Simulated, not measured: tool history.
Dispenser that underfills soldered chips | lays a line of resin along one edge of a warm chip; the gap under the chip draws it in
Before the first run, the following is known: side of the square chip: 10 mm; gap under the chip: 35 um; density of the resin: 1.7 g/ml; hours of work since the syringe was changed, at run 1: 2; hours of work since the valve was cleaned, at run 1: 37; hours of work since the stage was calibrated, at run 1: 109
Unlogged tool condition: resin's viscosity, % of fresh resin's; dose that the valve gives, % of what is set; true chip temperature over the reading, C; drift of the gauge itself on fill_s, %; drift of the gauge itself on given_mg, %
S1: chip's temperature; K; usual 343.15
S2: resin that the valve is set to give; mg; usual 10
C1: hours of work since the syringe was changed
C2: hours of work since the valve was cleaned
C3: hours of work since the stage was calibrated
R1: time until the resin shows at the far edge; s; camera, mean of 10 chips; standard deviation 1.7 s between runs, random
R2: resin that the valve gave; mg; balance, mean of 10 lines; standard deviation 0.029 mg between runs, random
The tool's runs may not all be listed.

Run 1, hour 0: usual settings; C1 2; C2 37; C3 109. Result: R1 186.6 s, R2 9.78 mg.
Run 2, hour 3.9: usual settings; C1 5; C2 40; C3 112. Result: R1 224.9 s, R2 9.79 mg.
At hour 5.9: new syringe of resin.
Run 3, hour 10.5: usual settings but S2 10.1 mg; C1 3; C2 44; C3 116. Result: R1 196.4 s, R2 9.83 mg.
At hour 14.9: new syringe of resin.
Run 4, hour 16.4: usual settings but S2 10.8 mg; C1 1; C2 48; C3 120. Result: R1 172.3 s, R2 10.49 mg.
Run 5, hour 20.4: usual settings; C1 4; C2 51; C3 123. Result: R1 206 s, R2 9.69 mg.
At hour 24: new syringe of resin.
Run 6, hour 26: usual settings but S2 12.1 mg; C1 1; C2 55; C3 127. Result: R1 175.3 s, R2 11.7 mg.
Run 7, hour 31: usual settings but S2 12.1 mg; C1 5; C2 58; C3 130. Result: R1 222.9 s, R2 11.64 mg.
At hour 33: new syringe of resin.
At hour 36.3: dispensing valve cleaned and set on the balance.
Run 8, hour 37.4: usual settings but S1 345.15 K; C1 2; C2 1; C3 134. Result: R1 168.6 s, R2 10 mg.
Run 9, hour 41.3: usual settings; C1 5; C2 4; C3 137. Result: R1 229 s, R2 9.95 mg.
At hour 43.2: new syringe of resin.
Run 10, hour 47.9: usual settings; C1 3; C2 8; C3 141. Result: R1 196.8 s, R2 9.93 mg.
At hour 52.4: new syringe of resin.
Run 11, hour 53.4: usual settings; C1 1; C2 12; C3 145. Result: R1 165.7 s, R2 9.95 mg.
Run 12, hour 56.4: usual settings; C1 3; C2 14; C3 147. Result: R1 192.5 s, R2 9.9 mg.
Run 13, hour 60.5: usual settings but S2 13 mg; C1 6; C2 17; C3 150. Result: R1 233.6 s, R2 12.81 mg.
At hour 61.3: new syringe of resin.
Run 14, hour 64.4: usual settings but S2 13 mg; C1 2; C2 19; C3 152. Result: R1 178.6 s, R2 12.8 mg.
Run 15, hour 68.2: usual settings but S2 13 mg; C1 5; C2 22; C3 155. Result: R1 217.4 s, R2 12.79 mg.
At hour 70.3: new syringe of resin.
Run 16, hour 71.4: usual settings but S2 13 mg; C1 1; C2 24; C3 157. Result: R1 165 s, R2 12.8 mg.
Run 17, hour 77.4: usual settings but S2 13 mg; C1 5; C2 28; C3 161. Result: R1 218.2 s, R2 12.78 mg.
At hour 79.5: new syringe of resin.
Run 18, hour 81.9: usual settings but S2 13 mg; C1 2; C2 31; C3 164. Result: R1 175.3 s, R2 12.72 mg.
Run 19, hour 87.1: usual settings but S2 12.4 mg; C1 5; C2 35; C3 168. Result: R1 224.1 s, R2 12.1 mg.
At hour 88.6: new syringe of resin.
Run 20, hour 92: usual settings but S1 341.15 K, S2 9 mg; C1 2; C2 38; C3 171. Result: R1 205.2 s, R2 8.75 mg.
Run 21, hour 96.3: usual settings but S1 341.15 K, S2 9 mg; C1 5; C2 41; C3 174. Result: R1 251.4 s, R2 8.74 mg.
At hour 97.5: new syringe of resin.
Run 22, hour 101.3: usual settings but S1 348.15 K, S2 8.9 mg; C1 3; C2 44; C3 177. Result: R1 148 s, R2 8.69 mg.
Run 23, hour 104.7: usual settings but S1 348.15 K, S2 8.9 mg; C1 5; C2 47; C3 180. Result: R1 172.6 s, R2 8.6 mg.
At hour 106.5: new syringe of resin.
Run 24, hour 108.6: usual settings but S1 355.15 K, S2 11.1 mg; C1 1; C2 49; C3 182. Result: R1 89.9 s, R2 10.72 mg.
At hour 115.4: new syringe of resin.
Run 25, hour 115.4: usual settings but S1 342.15 K, S2 11.1 mg; C1 0; C2 54; C3 187. Result: R1 162.3 s, R2 10.73 mg.
Run 26, hour 120.9: usual settings but S1 341.15 K, S2 11.8 mg; C1 4; C2 58; C3 191. Result: R1 224.8 s, R2 11.29 mg.
At hour 124.5: new syringe of resin.
At hour 126.9: dispensing valve cleaned and set on the balance.
Run 27, hour 128.2: usual settings but S1 358.15 K, S2 10.3 mg; C1 2; C2 1; C3 195. Result: R1 79.9 s, R2 10.31 mg.
At hour 134.3: new syringe of resin.
Run 28, hour 134.6: usual settings but S1 358.15 K, S2 10.3 mg; C1 0; C2 5; C3 199. Result: R1 70.2 s, R2 10.33 mg.
Run 29, hour 138.4: usual settings but S1 330.15 K, S2 9.1 mg; C1 3; C2 8; C3 202. Result: R1 388.2 s, R2 9.07 mg.
Run 30, hour 142: usual settings but S1 348.15 K, S2 8.9 mg; C1 5; C2 10; C3 205. Result: R1 173.2 s, R2 8.86 mg.
At hour 143.2: new syringe of resin.
Run 31, hour 146.1: usual settings but S1 348.15 K, S2 8.9 mg; C1 2; C2 13; C3 207. Result: R1 134.7 s, R2 8.84 mg.
Run 32, hour 149.1: usual settings but S1 348.15 K, S2 8.9 mg; C1 4; C2 15; C3 209. Result: R1 155.2 s, R2 8.8 mg.
At hour 152.3: new syringe of resin.
Run 33, hour 154.2: usual settings but S1 345.15 K, S2 12.5 mg; C1 1; C2 19; C3 213. Result: R1 150.9 s, R2 12.36 mg.
Run 34, hour 157: usual settings but S1 331.15 K, S2 8.7 mg; C1 3; C2 21; C3 215. Result: R1 382.1 s, R2 8.6 mg.
At hour 161.6: new syringe of resin.
Run 35, hour 162: usual settings but S1 331.15 K, S2 8.7 mg; C1 0; C2 24; C3 218. Result: R1 312 s, R2 8.59 mg.
Run 36, hour 166.1: usual settings but S1 331.15 K, S2 8.7 mg; C1 3; C2 27; C3 221. Result: R1 381.5 s, R2 8.58 mg.

For each entry between runs, how does the tool's hidden state at the last listed run before it compare with that at the first listed run after it?
Runs 2 to 3: new syringe of resin (hour 5.9)
  resin's viscosity, % of fresh resin's: 141.1 -> 124; dose that the valve gives, % of what is set: 97.57 -> 97.29; true chip temperature over the reading, C: 0.66 -> 0.68
  measured result minus the result with no hidden state, R1: +60.2 -> +32.4 s; R2: -0.24 -> -0.28 mg
Runs 3 to 4: new syringe of resin (hour 14.9)
  resin's viscosity, % of fresh resin's: 124 -> 108.9; dose that the valve gives, % of what is set: 97.29 -> 97.03; true chip temperature over the reading, C: 0.68 -> 0.7
  measured result minus the result with no hidden state, R1: +32.4 -> +8.1 s; R2: -0.28 -> -0.32 mg
Runs 5 to 6: new syringe of resin (hour 24)
  resin's viscosity, % of fresh resin's: 132.3 -> 110.6; dose that the valve gives, % of what is set: 96.85 -> 96.59; true chip temperature over the reading, C: 0.71 -> 0.73
  measured result minus the result with no hidden state, R1: +44.6 -> +10.5 s; R2: -0.31 -> -0.42 mg
Runs 7 to 8: new syringe of resin (hour 33); dispensing valve cleaned and set on the balance (hour 36.3)
  resin's viscosity, % of fresh resin's: 141.6 -> 119.5; dose that the valve gives, % of what is set: 96.37 -> 99.95; true chip temperature over the reading, C: 0.75 -> 0.77
  measured result minus the result with no hidden state, R1: +59 -> +21.5 s; R2: -0.44 -> -0.01 mg
Runs 9 to 10: new syringe of resin (hour 43.2)
  resin's viscosity, % of fresh resin's: 144.7 -> 126.6; dose that the valve gives, % of what is set: 99.77 -> 99.46; true chip temperature over the reading, C: 0.78 -> 0.8
  measured result minus the result with no hidden state, R1: +64 -> +34.4 s; R2: -0.02 -> -0.06 mg
Runs 10 to 11: new syringe of resin (hour 52.4)
  resin's viscosity, % of fresh resin's: 126.6 -> 106.9; dose that the valve gives, % of what is set: 99.46 -> 99.22; true chip temperature over the reading, C: 0.8 -> 0.82
  measured result minus the result with no hidden state, R1: +34.4 -> +3.6 s; R2: -0.06 -> -0.08 mg
Runs 13 to 14: new syringe of resin (hour 61.3)
  resin's viscosity, % of fresh resin's: 151.9 -> 116.2; dose that the valve gives, % of what is set: 98.89 -> 98.74; true chip temperature over the reading, C: 0.85 -> 0.86
  measured result minus the result with no hidden state, R1: +72.6 -> +17.6 s; R2: -0.15 -> -0.16 mg
Runs 15 to 16: new syringe of resin (hour 70.3)
  resin's viscosity, % of fresh resin's: 140.4 -> 106; dose that the valve gives, % of what is set: 98.56 -> 98.43; true chip temperature over the reading, C: 0.87 -> 0.88
  measured result minus the result with no hidden state, R1: +55.1 -> +1.6 s; R2: -0.18 -> -0.2 mg
Runs 17 to 18: new syringe of resin (hour 79.5)
  resin's viscosity, % of fresh resin's: 142 -> 112.9; dose that the valve gives, % of what is set: 98.15 -> 97.96; true chip temperature over the reading, C: 0.91 -> 0.92
  measured result minus the result with no hidden state, R1: +56.8 -> +11.9 s; R2: -0.24 -> -0.27 mg
Runs 19 to 20: new syringe of resin (hour 88.6)
  resin's viscosity, % of fresh resin's: 145.6 -> 117.4; dose that the valve gives, % of what is set: 97.72 -> 97.51; true chip temperature over the reading, C: 0.94 -> 0.96
  measured result minus the result with no hidden state, R1: +62.2 -> +21.7 s; R2: -0.28 -> -0.22 mg
Runs 21 to 22: new syringe of resin (hour 97.5)
  resin's viscosity, % of fresh resin's: 144.9 -> 120.6; dose that the valve gives, % of what is set: 97.31 -> 97.1; true chip temperature over the reading, C: 0.98 -> 0.99
  measured result minus the result with no hidden state, R1: +69.2 -> +19.3 s; R2: -0.25 -> -0.26 mg
Runs 23 to 24: new syringe of resin (hour 106.5)
  resin's viscosity, % of fresh resin's: 141.9 -> 110.6; dose that the valve gives, % of what is set: 96.94 -> 96.78; true chip temperature over the reading, C: 1.01 -> 1.02
  measured result minus the result with no hidden state, R1: +45 -> +4.4 s; R2: -0.27 -> -0.35 mg
Runs 24 to 25: new syringe of resin (hour 115.4)
  resin's viscosity, % of fresh resin's: 110.6 -> 100.2; dose that the valve gives, % of what is set: 96.78 -> 96.5; true chip temperature over the reading, C: 1.02 -> 1.04
  measured result minus the result with no hidden state, R1: +4.4 -> -8.9 s; R2: -0.35 -> -0.39 mg
Runs 26 to 27: new syringe of resin (hour 124.5); dispensing valve cleaned and set on the balance (hour 126.9)
  resin's viscosity, % of fresh resin's: 130.9 -> 112.5; dose that the valve gives, % of what is set: 96.26 -> 99.91; true chip temperature over the reading, C: 1.06 -> 1.09
  measured result minus the result with no hidden state, R1: +42.7 -> +4.9 s; R2: -0.44 -> -0.01 mg
Runs 27 to 28: new syringe of resin (hour 134.3)
  resin's viscosity, % of fresh resin's: 112.5 -> 99.6; dose that the valve gives, % of what is set: 99.91 -> 99.64; true chip temperature over the reading, C: 1.09 -> 1.11
  measured result minus the result with no hidden state, R1: +4.9 -> -4.3 s; R2: -0.01 -> -0.04 mg
Runs 30 to 31: new syringe of resin (hour 143.2)
  resin's viscosity, % of fresh resin's: 142.9 -> 112.7; dose that the valve gives, % of what is set: 99.33 -> 99.15; true chip temperature over the reading, C: 1.14 -> 1.16
  measured result minus the result with no hidden state, R1: +44.5 -> +7.8 s; R2: -0.06 -> -0.07 mg
Runs 32 to 33: new syringe of resin (hour 152.3)
  resin's viscosity, % of fresh resin's: 130.5 -> 108.5; dose that the valve gives, % of what is set: 99 -> 98.78; true chip temperature over the reading, C: 1.17 -> 1.19
  measured result minus the result with no hidden state, R1: +28.9 -> +2.7 s; R2: -0.09 -> -0.15 mg
Runs 34 to 35: new syringe of resin (hour 161.6)
  resin's viscosity, % of fresh resin's: 124.8 -> 101.5; dose that the valve gives, % of what is set: 98.65 -> 98.43; true chip temperature over the reading, C: 1.2 -> 1.21
  measured result minus the result with no hidden state, R1: +54.5 -> -17.1 s; R2: -0.12 -> -0.14 mg
